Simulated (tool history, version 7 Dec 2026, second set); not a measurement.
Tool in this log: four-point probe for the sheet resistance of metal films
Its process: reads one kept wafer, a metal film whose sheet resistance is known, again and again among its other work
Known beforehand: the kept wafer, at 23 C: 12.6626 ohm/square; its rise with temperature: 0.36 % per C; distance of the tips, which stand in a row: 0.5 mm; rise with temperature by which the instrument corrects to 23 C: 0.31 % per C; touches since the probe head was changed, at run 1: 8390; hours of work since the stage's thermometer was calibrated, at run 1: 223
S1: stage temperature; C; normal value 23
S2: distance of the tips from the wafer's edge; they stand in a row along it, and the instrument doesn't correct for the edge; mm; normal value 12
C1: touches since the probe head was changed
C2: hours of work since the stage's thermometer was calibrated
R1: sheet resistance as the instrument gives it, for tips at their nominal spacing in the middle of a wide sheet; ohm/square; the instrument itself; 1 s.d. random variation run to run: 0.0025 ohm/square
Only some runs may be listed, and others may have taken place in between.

run   hour  S1  S2     C1   C2         R1
  1      0  23  12   8390  223  12.746438
  2   33.9  23  12   9428  247   12.74803
  3   56.1  25  12  10107  262  12.749686
  4   72.5  25  12  10611  273  12.752886
  5   87.6  23  43  11071  284  12.732715
  6  117.6  23  12  11990  304  12.745468
  7  152.6  23  12  13062  329  12.736789
  8    183  23  12  13991  350  12.737573
  9  212.5  23  12  14896  370   12.74094
 10  233.8  23  12  15549  385  12.738506
 11  258.4  23  12  16299  402   12.73332
 12  274.7  23  12  16801  413  12.737809
 13  294.3  23  12  17401  426  12.736562
 14  319.8  23  12  18181  444   12.74012
 15  354.3  23  12  19236  468  12.731442
 16  378.2  34  12  19967  484  12.786108
 17  403.4  34  12  20738  502  12.789765
     405.9  -- stage's thermometer calibrated
 18  423.7  27  12  21345   12  12.753378
 19  439.5  32   4  21828   23  12.875825
 20  460.9  32   4  22484   38  12.876751
 21  497.7  27  12  23611   63   12.75192
 22  514.7  28  13  24130   75  12.755352
 23  534.5  28  13  24737   89  12.754635
 24  565.8  19  20  25697  110  12.699051
     582.9  -- stage's thermometer calibrated, once more
 25  593.6  33  29  26531    7  12.766601
 26  613.9  23  13  27152   21  12.713181
 27  630.1  28  70  27647   33   12.73079
 28  664.5  28   7  28700   56  12.769365
 29  700.6  26   9  29806   81  12.741125
 30  733.1  19   3  30800  104  12.869248
 31  754.7  19   3  31464  119  12.872112
 32  776.2  30   5  32122  133  12.808898
 33  797.6  23  69  32777  148  12.704125
 34  816.5  31  35  33353  161  12.748544
 35  837.8  34   7  34007  176  12.790129
 36  870.7  34   7  35013  199  12.791396

Each row is a separate what-if for the run after 36, all from the same tool condition, not one after another. Results?
  A  891.8  22  45  35658  213   ?
  B  891.8  18   9  35658  213   ?
  C  891.8  28   6  35658  213   ?
  D  891.8  22  12  35658  213   ?
  E  891.8  33  43  35658  213   ?

run         R1
  A  12.696312
  B  12.696667
  C  12.768341
  D  12.706835
  E  12.753373
What these runs would have given with no unlogged condition in the tool:
run         R1
  A  12.658778
  B  12.659144
  C  12.730595
  D  12.669273
  E  12.715652
